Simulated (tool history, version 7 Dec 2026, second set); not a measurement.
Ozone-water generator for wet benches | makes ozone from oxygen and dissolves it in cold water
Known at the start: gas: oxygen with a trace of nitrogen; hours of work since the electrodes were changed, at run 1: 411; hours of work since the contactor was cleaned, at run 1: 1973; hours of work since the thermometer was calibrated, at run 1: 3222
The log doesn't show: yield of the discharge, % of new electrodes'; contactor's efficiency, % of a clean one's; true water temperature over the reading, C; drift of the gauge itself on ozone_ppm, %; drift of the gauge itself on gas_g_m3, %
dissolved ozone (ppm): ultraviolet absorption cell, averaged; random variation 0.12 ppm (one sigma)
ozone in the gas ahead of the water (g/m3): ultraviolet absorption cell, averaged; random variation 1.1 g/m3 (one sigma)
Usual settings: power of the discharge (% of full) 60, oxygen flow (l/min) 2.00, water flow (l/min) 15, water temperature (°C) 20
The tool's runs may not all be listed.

run    hour  power of the discharge (% of full)  oxygen flow (l/min)  water flow (l/min)  water temperature (°C)  hours of work since the electrodes were changed  hours of work since the contactor was cleaned  hours of work since the thermometer was calibrated  dissolved ozone (ppm)  ozone in the gas ahead of the water (g/m3)
  1     0.0                                  60                 2.00                  15                      20                                              411                                           1973                                                3222                   10.1                                       191.7
  2    54.7                                  60                 2.00                  15                      20                                              446                                           2007                                                3256                   10.1                                       192.6
  3   133.6                                  60                 2.00                  15                      20                                              495                                           2056                                                3305                   10.2                                       191.1
  4   222.1                                  60                 2.00                  15                      20                                              550                                           2111                                                3360                   10.2                                       191.2
  5   302.6                                  60                 2.00                  10                      20                                              600                                           2161                                                3410                   15.8                                       190.3
  6   402.4                                  60                 2.00                  10                      20                                              662                                           2224                                                3473                   15.9                                       188.8
  7   495.4                                  60                 2.00                  10                      20                                              720                                           2282                                                3531                   15.8                                       189.6
  8   568.1                                  60                 2.00                  12                      20                                              766                                           2327                                                3576                   13.0                                       190.3
  9   633.4                                  60                 2.00                  15                      20                                              806                                           2368                                                3617                   10.1                                       188.5
 10   741.4                                  60                 2.00                  15                      20                                              874                                           2435                                                3684                   10.0                                       188.7
 11   854.0                                  60                 2.00                  15                      20                                              944                                           2505                                                3754                   10.0                                       187.9
 12   965.6                                  60                 2.00                  15                      20                                             1013                                           2575                                                3824                    9.9                                       188.1
 13  1054.0                                  60                 2.00                  15                      20                                             1069                                           2630                                                3879                    9.9                                       187.8
 14  1148.5                                  60                 2.00                  15                      20                                             1127                                           2689                                                3938                    9.8                                       187.2
 15  1208.8                                  77                 2.00                  15                      20                                             1165                                           2726                                                3975                   11.8                                       221.1
 16  1273.4                                  77                 2.00                  15                      20                                             1205                                           2767                                                4016                   11.7                                       220.5
 17  1351.5                                  77                 2.89                  15                      20                                             1254                                           2815                                                4064                   11.4                                       171.5
 18  1404.5                                  60                 1.36                  17                      17                                             1287                                           2848                                                4097                    8.4                                       241.5
 19  1506.3                                  57                 2.00                  15                      20                                             1351                                           2912                                                4161                    9.7                                       180.3
 20  1608.5                                  69                 3.53                  15                      20                                             1414                                           2975                                                4224                   10.5                                       139.0
 21  1671.1                                  60                 2.00                  13                      20                                             1453                                           3015                                                4264                   11.4                                       185.5
 22  1755.3                                  60                 2.00                  13                      20                                             1506                                           3067                                                4316                   11.4                                       186.6
 23  1835.5                                  54                 1.13                  16                      22                                             1556                                           3117                                                4366                    8.1                                       254.0
 24  1939.3                                  63                 3.07                  16                      13                                             1620                                           3182                                                4431                   10.0                                       143.1
 25  2052.7                                  63                 3.07                  16                      13                                             1691                                           3252                                                4501                    9.8                                       142.2
 26  2125.4                                  86                 1.40                  15                      13                                             1736                                           3298                                                4547                   12.7                                       291.7
 27  2191.0                                  89                 2.10                  15                      20                                             1777                                           3339                                                4588                   12.2                                       229.4
 28  2297.5                                  89                 2.10                  15                      20                                             1844                                           3405                                                4654                   12.2                                       228.3
 29  2384.8                                  89                 2.10                  15                      20                                             1898                                           3459                                                4708                   12.3                                       226.1
 30  2471.3                                  84                 2.27                  16                      26                                             1952                                           3513                                                4762                   10.3                                       207.9
     2488.9  -- water thermometer calibrated
 31  2547.7                                  93                 2.27                  16                      13                                             1999                                           3561                                                  37                   12.6                                       223.4
 32  2663.2                                  82                 2.00                  15                      14                                             2071                                           3633                                                 109                   12.1                                       223.1

The same runs without the tool's hidden state, with the same run-to-run variation:
run  dissolved ozone (ppm)  ozone in the gas ahead of the water (g/m3)
  1                   10.5                                       193.1
  2                   10.5                                       194.2
  3                   10.7                                       193.0
  4                   10.6                                       193.4
  5                   16.5                                       192.7
  6                   16.6                                       191.6
  7                   16.6                                       192.8
  8                   13.7                                       193.8
  9                   10.6                                       192.2
 10                   10.6                                       192.8
 11                   10.6                                       192.5
 12                   10.6                                       193.1
 13                   10.6                                       193.1
 14                   10.6                                       192.9
 15                   12.7                                       229.4
 16                   12.7                                       229.1
 17                   12.4                                       178.5
 18                    9.1                                       250.0
 19                   10.4                                       186.8
 20                   11.5                                       145.0
 21                   12.4                                       193.1
 22                   12.5                                       194.5
 23                    8.8                                       264.4
 24                   11.0                                       150.0
 25                   10.9                                       149.5
 26                   14.2                                       310.5
 27                   13.7                                       244.9
 28                   13.8                                       244.4
 29                   14.0                                       242.5
 30                   11.7                                       222.9
 31                   14.4                                       241.1
 32                   13.8                                       240.2
